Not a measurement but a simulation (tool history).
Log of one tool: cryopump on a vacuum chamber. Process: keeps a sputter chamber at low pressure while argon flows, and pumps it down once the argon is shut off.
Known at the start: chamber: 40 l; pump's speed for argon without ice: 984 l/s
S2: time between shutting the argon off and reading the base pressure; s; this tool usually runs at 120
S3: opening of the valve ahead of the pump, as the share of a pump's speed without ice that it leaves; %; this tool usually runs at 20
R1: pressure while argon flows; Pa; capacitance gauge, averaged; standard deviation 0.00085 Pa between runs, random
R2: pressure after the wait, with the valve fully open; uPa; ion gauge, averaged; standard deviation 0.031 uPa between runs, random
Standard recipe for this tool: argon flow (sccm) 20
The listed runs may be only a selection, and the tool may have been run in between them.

Run 1, day 0.000: usual settings. Result: R1 0.1734 Pa, R2 2.28 uPa.
Run 2, day 1.504: usual settings. Result: R1 0.1737 Pa, R2 2.30 uPa.
Run 3, day 2.788: usual settings. Result: R1 0.1727 Pa, R2 2.36 uPa.
Run 4, day 3.958: usual settings. Result: R1 0.1725 Pa, R2 2.40 uPa.
Run 5, day 5.396: usual settings. Result: R1 0.1735 Pa, R2 2.44 uPa.
Run 6, day 7.467: usual settings. Result: R1 0.1741 Pa, R2 2.59 uPa.
Run 7, day 9.242: usual settings. Result: R1 0.1729 Pa, R2 2.59 uPa.
Run 8, day 10.338: usual settings. Result: R1 0.1736 Pa, R2 2.73 uPa.
Run 9, day 12.117: usual settings but S2 29 s, S3 39 %. Result: R1 0.0919 Pa, R2 6.84 uPa.
Run 10, day 13.529: usual settings but argon flow (sccm) 28, S2 169 s. Result: R1 0.2461 Pa, R2 2.52 uPa.
Run 11, day 14.950: usual settings but argon flow (sccm) 10, S2 235 s. Result: R1 0.0887 Pa, R2 2.24 uPa.
Run 12, day 16.312: usual settings but argon flow (sccm) 12, S2 25 s, S3 23 %. Result: R1 0.0926 Pa, R2 7.83 uPa.
Run 13, day 17.508: usual settings but argon flow (sccm) 13, S2 32 s, S3 25 %. Result: R1 0.0928 Pa, R2 6.74 uPa.
Run 14, day 18.383: usual settings but S2 92 s, S3 42 %. Result: R1 0.0873 Pa, R2 3.46 uPa.
Run 15, day 20.396: usual settings but S2 92 s, S3 42 %. Result: R1 0.0872 Pa, R2 3.63 uPa.

Run 16 is up next; what results do you expect?
Run 16, day 21.362: usual settings but S2 92 s, S3 42 %. Result: R1 ?, R2 ?.

R1: 0.0879 Pa
R2: 3.69 uPa
The same run, on a tool lacking any hidden state, would have yielded R1 0.0818 Pa, R2 2.00 uPa.

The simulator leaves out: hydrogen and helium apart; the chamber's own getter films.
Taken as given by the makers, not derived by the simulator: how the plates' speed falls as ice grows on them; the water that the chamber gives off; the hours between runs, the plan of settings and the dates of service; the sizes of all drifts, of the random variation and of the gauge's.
